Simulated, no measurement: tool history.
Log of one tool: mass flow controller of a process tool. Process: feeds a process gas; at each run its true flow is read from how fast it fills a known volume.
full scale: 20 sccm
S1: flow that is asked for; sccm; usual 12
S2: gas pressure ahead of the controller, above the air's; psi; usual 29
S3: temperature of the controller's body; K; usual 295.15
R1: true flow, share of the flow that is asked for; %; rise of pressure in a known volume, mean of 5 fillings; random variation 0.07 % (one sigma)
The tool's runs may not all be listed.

| run | hour | S1 | S2 | S3 | R1 |
|---|---|---|---|---|---|
| 1 | 0 | 12 | 29 | 295.15 | 99.25 |
| 2 | 192.7 | 12 | 29 | 295.15 | 99.28 |
| 3 | 545.8 | 12 | 29 | 295.15 | 99.17 |
| 4 | 805.8 | 12 | 29 | 295.15 | 99.2 |
| 5 | 1035 | 12 | 38 | 295.15 | 98.83 |
| 6 | 1354.4 | 12 | 29 | 306.15 | 100.24 |
| 7 | 1707.1 | 12 | 29 | 306.15 | 100.21 |
| 8 | 2017 | 12 | 29 | 306.15 | 100.22 |
| 9 | 2225.2 | 12 | 29 | 306.15 | 100.17 |
| 10 | 2413.2 | 3 | 29 | 295.15 | 96.29 |
| 11 | 2767.9 | 10 | 29 | 295.15 | 98.79 |
| 12 | 3113.1 | 10 | 31.8 | 297.15 | 98.9 |
| 13 | 3329.9 | 3 | 33.6 | 295.15 | 95.71 |
| 14 | 3630.4 | 6 | 35.2 | 293.15 | 97.33 |
| 15 | 3916.2 | 4 | 31.6 | 311.15 | 98.1 |

Forecast each of these 3 alternatives for the next run:
| A | 4295.5 | 4 | 31.6 | 302.15 | ? |
| B | 4295.5 | 10 | 31.6 | 311.15 | ? |
| C | 4295.5 | 7 | 21.9 | 311.15 | ? |

| run | R1 |
|---|---|
| A | 97.09 |
| B | 100.16 |
| C | 99.84 |
Without the tool's hidden state the same runs would have given:
| run | R1 |
|---|---|
| A | 99.03 |
| B | 100.31 |
| C | 100.51 |

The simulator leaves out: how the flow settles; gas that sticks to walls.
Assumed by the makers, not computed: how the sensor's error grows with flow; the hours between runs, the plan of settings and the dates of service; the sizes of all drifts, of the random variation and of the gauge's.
